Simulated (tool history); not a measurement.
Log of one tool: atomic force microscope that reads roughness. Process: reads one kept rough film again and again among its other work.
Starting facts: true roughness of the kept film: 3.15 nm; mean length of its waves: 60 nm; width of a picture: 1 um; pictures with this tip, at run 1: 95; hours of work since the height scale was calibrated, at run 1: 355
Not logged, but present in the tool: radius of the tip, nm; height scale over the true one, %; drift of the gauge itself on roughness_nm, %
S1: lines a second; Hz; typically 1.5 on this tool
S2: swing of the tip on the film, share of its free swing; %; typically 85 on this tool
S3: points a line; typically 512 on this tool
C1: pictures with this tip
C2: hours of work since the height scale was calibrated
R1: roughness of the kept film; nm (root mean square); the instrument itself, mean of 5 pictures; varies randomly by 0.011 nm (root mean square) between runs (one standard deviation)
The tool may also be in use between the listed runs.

run 1 day=0 | S1=1.5 S2=85 S3=512 | C1=95 C2=355 | R1=2.582
-- day=0.483 new tip fitted
run 2 day=1.229 | S1=1.5 S2=85 S3=512 | C1=20 C2=371 | R1=2.567
run 3 day=2.65 | S1=1.5 S2=85 S3=512 | C1=59 C2=389 | R1=2.561
run 4 day=3.767 | S1=1.5 S2=85 S3=512 | C1=90 C2=403 | R1=2.569
-- day=4.438 new tip fitted
run 5 day=5.167 | S1=1.5 S2=85 S3=512 | C1=20 C2=421 | R1=2.548
run 6 day=7.054 | S1=1.5 S2=85 S3=512 | C1=71 C2=445 | R1=2.565
run 7 day=8.342 | S1=1.5 S2=85 S3=512 | C1=107 C2=461 | R1=2.547
-- day=8.525 new tip fitted
run 8 day=10.167 | S1=1.5 S2=85 S3=512 | C1=45 C2=484 | R1=2.552
run 9 day=11.204 | S1=1.5 S2=85 S3=512 | C1=74 C2=497 | R1=2.567
-- day=12.529 new tip fitted
run 10 day=12.954 | S1=1.5 S2=85 S3=512 | C1=12 C2=519 | R1=2.56
run 11 day=14.104 | S1=1.5 S2=85 S3=512 | C1=43 C2=534 | R1=2.565
run 12 day=15.754 | S1=1.5 S2=85 S3=512 | C1=89 C2=555 | R1=2.563
-- day=16.479 new tip fitted
run 13 day=16.65 | S1=1.5 S2=85 S3=512 | C1=5 C2=566 | R1=2.568
run 14 day=18.088 | S1=1.5 S2=85 S3=512 | C1=44 C2=584 | R1=2.564
run 15 day=19.362 | S1=1.5 S2=60 S3=512 | C1=79 C2=601 | R1=2.932
-- day=20.5 new tip fitted
run 16 day=21.088 | S1=1.5 S2=60 S3=512 | C1=16 C2=622 | R1=2.936
run 17 day=21.9 | S1=1.5 S2=60 S3=512 | C1=38 C2=633 | R1=2.921
run 18 day=22.808 | S1=1.5 S2=60 S3=512 | C1=63 C2=644 | R1=2.918
run 19 day=24.233 | S1=1.5 S2=85 S3=512 | C1=102 C2=662 | R1=2.542
-- day=24.558 new tip fitted
run 20 day=25.321 | S1=1.53 S2=57 S3=597 | C1=21 C2=676 | R1=2.957

What will run 21 give?
run 21 day=27.046 | S1=1.5 S2=85 S3=692 | C1=68 C2=698 | R1=?

{"run 21": {"R1": 2.556}}
Take away the tool's hidden state, keep the run-to-run variation as it was, and the same run would have given R1 2.561 nm (root mean square).
